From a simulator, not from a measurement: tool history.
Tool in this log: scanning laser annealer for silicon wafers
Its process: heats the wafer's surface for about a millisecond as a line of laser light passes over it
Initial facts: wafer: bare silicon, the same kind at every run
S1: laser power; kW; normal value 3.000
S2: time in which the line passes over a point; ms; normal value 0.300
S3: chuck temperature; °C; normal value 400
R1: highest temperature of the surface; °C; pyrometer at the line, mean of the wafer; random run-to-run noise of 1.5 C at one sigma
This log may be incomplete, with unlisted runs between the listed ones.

run 1 hour=0.0 | S1=3.000 S2=0.300 S3=400 | R1=1226
run 2 hour=38.4 | S1=3.000 S2=0.300 S3=400 | R1=1224
run 3 hour=74.0 | S1=3.000 S2=0.356 S3=400 | R1=1289
run 4 hour=103.2 | S1=3.000 S2=0.356 S3=400 | R1=1286
run 5 hour=128.2 | S1=3.000 S2=0.356 S3=400 | R1=1286
run 6 hour=159.7 | S1=3.000 S2=0.300 S3=400 | R1=1218
run 7 hour=201.0 | S1=3.000 S2=0.300 S3=413 | R1=1231
run 8 hour=229.7 | S1=2.873 S2=0.306 S3=363 | R1=1153
run 9 hour=277.4 | S1=3.214 S2=0.213 S3=368 | R1=1115
run 10 hour=309.8 | S1=3.214 S2=0.213 S3=368 | R1=1114

Run 11 has not been measured yet. What should we expect?
run 11 hour=334.4 | S1=2.977 S2=0.229 S3=390 | R1=?

Run 11 came out at R1 1103 °C.
The same run, on a tool lacking any hidden state, would have yielded R1 1115 °C.
